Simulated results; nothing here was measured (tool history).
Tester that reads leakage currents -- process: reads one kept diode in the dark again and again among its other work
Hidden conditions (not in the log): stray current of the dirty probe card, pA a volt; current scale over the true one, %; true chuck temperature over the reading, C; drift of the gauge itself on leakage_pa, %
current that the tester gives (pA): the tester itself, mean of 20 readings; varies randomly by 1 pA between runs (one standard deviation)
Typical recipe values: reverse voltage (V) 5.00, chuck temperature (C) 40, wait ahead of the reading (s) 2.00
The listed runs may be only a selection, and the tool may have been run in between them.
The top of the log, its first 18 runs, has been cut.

| run | hour | reverse voltage (V) | chuck temperature (C) | wait ahead of the reading (s) | hours of work since the probe card was cleaned | hours of work since the tester was calibrated | hours of work since the chuck was calibrated | current that the tester gives (pA) |
|---|---|---|---|---|---|---|---|---|
| 19 | 440.3 | 5.00 | 47 | 2.00 | 406 | 1583 | 821 | 611.22 |
| 20 | 455.6 | 4.20 | 40 | 2.00 | 414 | 1591 | 830 | 336.27 |
| 21 | 484.4 | 4.20 | 40 | 2.00 | 430 | 1607 | 846 | 337.15 |
| 22 | 518.1 | 4.20 | 40 | 2.00 | 449 | 1625 | 864 | 337.91 |
| 23 | 545.7 | 5.00 | 42 | 0.45 | 464 | 1640 | 879 | 428.95 |
|  | 555.3 | chuck's temperature calibrated |
| 24 | 572.4 | 14.11 | 20 | 4.13 | 477 | 1654 | 9 | 116.62 |
| 25 | 597.0 | 14.11 | 20 | 4.13 | 491 | 1667 | 23 | 117.04 |
| 26 | 617.0 | 1.48 | 48 | 2.82 | 501 | 1678 | 34 | 355.16 |
| 27 | 631.2 | 5.00 | 24 | 2.00 | 509 | 1686 | 41 | 98.46 |
| 28 | 650.8 | 11.47 | 33 | 0.67 | 520 | 1697 | 52 | 306.53 |
| 29 | 684.2 | 6.28 | 33 | 1.08 | 538 | 1715 | 70 | 228.58 |
| 30 | 715.5 | 10.71 | 29 | 0.71 | 555 | 1732 | 88 | 218.51 |
| 31 | 747.2 | 1.03 | 23 | 5.19 | 573 | 1749 | 105 | 42.65 |
| 32 | 771.6 | 7.93 | 42 | 0.67 | 586 | 1763 | 118 | 513.45 |
| 33 | 799.3 | 5.00 | 27 | 7.08 | 601 | 1778 | 133 | 126.57 |
| 34 | 817.1 | 6.89 | 27 | 7.08 | 611 | 1788 | 143 | 147.29 |
| 35 | 838.4 | 6.07 | 27 | 3.46 | 623 | 1799 | 155 | 139.73 |
| 36 | 871.2 | 5.00 | 43 | 1.02 | 640 | 1817 | 173 | 443.58 |
| 37 | 895.8 | 1.05 | 40 | 2.58 | 654 | 1831 | 186 | 169.37 |
| 38 | 921.2 | 1.05 | 40 | 0.78 | 668 | 1845 | 200 | 169.98 |
| 39 | 947.7 | 2.68 | 20 | 1.13 | 682 | 1859 | 215 | 53.08 |
| 40 | 977.5 | 2.68 | 29 | 1.13 | 699 | 1875 | 231 | 112.60 |

Predict each of these 4 candidate next runs independently; none follows another, all start after run 40:
| A | 1007.9 | 4.77 | 40 | 2.00 | 715 | 1892 | 247 | ? |
| B | 1007.9 | 8.75 | 40 | 2.00 | 715 | 1892 | 247 | ? |
| C | 1007.9 | 2.68 | 36 | 0.50 | 715 | 1892 | 247 | ? |
| D | 1007.9 | 2.68 | 29 | 6.10 | 715 | 1892 | 247 | ? |

| run | current that the tester gives (pA) |
|---|---|
| A | 347.57 |
| B | 462.51 |
| C | 195.56 |
| D | 111.73 |
The same runs, with their run-to-run variation unchanged, on a tool lacking any hidden condition would have given:
| run | current that the tester gives (pA) |
|---|---|
| A | 336.37 |
| B | 446.46 |
| C | 189.21 |
| D | 107.48 |

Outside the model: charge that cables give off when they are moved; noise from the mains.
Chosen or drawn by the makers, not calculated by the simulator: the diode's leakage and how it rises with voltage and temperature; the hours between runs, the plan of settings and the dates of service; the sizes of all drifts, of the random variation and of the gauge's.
